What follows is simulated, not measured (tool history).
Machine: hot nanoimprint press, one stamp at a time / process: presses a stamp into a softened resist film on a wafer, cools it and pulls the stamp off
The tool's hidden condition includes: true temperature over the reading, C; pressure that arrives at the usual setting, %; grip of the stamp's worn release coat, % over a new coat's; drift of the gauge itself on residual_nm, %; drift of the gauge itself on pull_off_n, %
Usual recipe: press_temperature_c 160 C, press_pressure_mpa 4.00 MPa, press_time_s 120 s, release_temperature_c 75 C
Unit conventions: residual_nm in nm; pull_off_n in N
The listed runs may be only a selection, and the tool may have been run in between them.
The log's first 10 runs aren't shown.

run   hour  press_temperature_c  press_pressure_mpa  press_time_s  release_temperature_c  hours of work since the thermocouple was calibrated  imprints on the stamp's release coat  hours of work since the press's seals were changed  residual_nm  pull_off_n
 11  199.5                  160                2.85           120                     75                                                  477                                   860                                                 146        308.8         178
     223.2  -- plate thermocouple calibrated
 12  228.9                  160                2.85           120                     75                                                    3                                   974                                                 161        322.4         185
     247.8  -- stamp cleaned and given a new release coat
 13  263.6                  160                2.85           120                     75                                                   21                                    69                                                 178        322.9         167
 14  292.7                  160                2.85           120                     75                                                   38                                   194                                                 196        322.3         169
 15  305.8                  160                4.00           120                     75                                                   46                                   250                                                 204        273.6         170
 16  321.4                  161                4.00           240                     75                                                   55                                   318                                                 213        211.8         171
 17  349.6                  161                4.00           240                     75                                                   72                                   439                                                 230        211.9         174
 18  361.6                  168                4.00           120                     73                                                   79                                   491                                                 237        202.1         184
 19  380.9                  160                5.63           170                     65                                                   90                                   574                                                 248        202.8         222
 20  395.5                  160                5.63           170                     65                                                   99                                   638                                                 257        202.6         221
 21  417.6                  160                5.63           170                     65                                                  112                                   733                                                 270        201.4         223
 22  441.9                  170                6.37            69                     76                                                  127                                   838                                                 285        170.8         175
 23  455.1                  170                6.37            69                     76                                                  135                                   895                                                 292        170.8         180
 24  475.9                  149                2.96           174                     61                                                  147                                   985                                                 305        402.4         247
     493.8  -- stamp cleaned and given a new release coat
 25  510.5                  172                2.96           107                     75                                                  164                                    72                                                 322        214.9         165
 26  538.6                  160                2.88           120                     75                                                  181                                   193                                                 339        317.1         168
 27  565.9                  149                2.55           155                     82                                                  197                                   311                                                 355        425.0         142
 28  583.6                  149                2.55           155                     82                                                  207                                   388                                                 365        424.2         142
 29  600.8                  160                4.00           166                     77                                                  218                                   462                                                 376        244.8         164
 30  628.4                  160                4.00           166                     77                                                  234                                   581                                                 392        244.4         165

Predict each of these 3 candidate next runs independently; none follows another, all start after run 30:
  A  654.2                  160                4.54           120                     75                                                  250                                   692                                                 407            ?           ?
  B  654.2                  152                4.00           120                     75                                                  250                                   692                                                 407            ?           ?
  C  654.2                  160                3.20           191                     75                                                  250                                   692                                                 407            ?           ?

run  residual_nm  pull_off_n
  A        251.6         178
  B        358.3         177
  C        262.7         177
The same runs, with their run-to-run variation unchanged, on a tool lacking any hidden condition would have given:
run  residual_nm  pull_off_n
  A        252.4         167
  B        360.8         166
  C        265.2         166
